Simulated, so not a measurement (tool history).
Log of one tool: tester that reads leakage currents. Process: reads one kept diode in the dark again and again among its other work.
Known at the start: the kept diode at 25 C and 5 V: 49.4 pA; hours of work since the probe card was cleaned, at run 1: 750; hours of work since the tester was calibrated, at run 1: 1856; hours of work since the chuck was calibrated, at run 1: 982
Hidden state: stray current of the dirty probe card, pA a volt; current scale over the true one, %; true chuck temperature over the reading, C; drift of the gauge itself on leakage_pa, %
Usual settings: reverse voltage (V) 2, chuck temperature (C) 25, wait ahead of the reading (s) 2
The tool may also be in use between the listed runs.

run     day  reverse voltage (V)  chuck temperature (C)  wait ahead of the reading (s)  hours of work since the probe card was cleaned  hours of work since the tester was calibrated  hours of work since the chuck was calibrated  current that the tester gives (pA)
  1       0                    2                     25                              2                                             750                                           1856                                           982                               25.82
  2   1.079                    2                     47                              2                                             761                                           1867                                           994                              118.91
  3   2.567                    2                     25                           0.65                                             777                                           1883                                          1010                               26.02
  4   3.275                    2                     25                           0.65                                             785                                           1891                                          1017                               26.16
  5   4.508                 3.43                     25                           0.65                                             798                                           1904                                          1030                               36.38
  6   5.438                    2                     25                              2                                             808                                           1914                                          1040                               25.67
  7   6.725                    2                     25                              2                                             821                                           1927                                          1054                               25.62
  8   8.133                    2                     25                              2                                             836                                           1942                                          1069                               25.51
  9   9.788                 3.77                     25                              2                                             854                                           1960                                          1087                               37.57
 10  10.579                 3.77                     25                              2                                             862                                           1968                                          1095                               37.49
 11  11.725                 3.77                     25                              2                                             874                                           1980                                          1107                               37.56
 12  13.438                 3.77                     25                              2                                             893                                           1999                                          1125                               37.28
 13  14.704                 3.77                     25                              2                                             906                                           2012                                          1139                               37.59
     15.575  -- chuck's temperature calibrated
 14  16.433                 3.77                     25                              2                                             924                                           2030                                             9                                44.8
 15  18.142                    2                     25                              2                                             942                                           2048                                            27                               30.36
 16  19.383                    2                     25                              2                                             955                                           2061                                            40                               30.22
 17  20.117                    2                     25                              2                                             963                                           2069                                            48                                30.2
 18  21.879                    2                     25                              2                                             982                                           2088                                            67                               29.91
     22.121  -- tester calibrated
 19  23.562                    2                     25                           5.19                                             999                                             15                                            84                               29.68
 20    24.6                    2                     25                           5.19                                            1010                                             26                                            95                               29.76

Forecast run 21:
 21  25.458                 8.53                     39                           2.34                                            1019                                             35                                           104                                   ?

Run 21 gave current that the tester gives (pA) 187.02.
Without the tool's hidden state the same run would have given current that the tester gives (pA) 186.82.

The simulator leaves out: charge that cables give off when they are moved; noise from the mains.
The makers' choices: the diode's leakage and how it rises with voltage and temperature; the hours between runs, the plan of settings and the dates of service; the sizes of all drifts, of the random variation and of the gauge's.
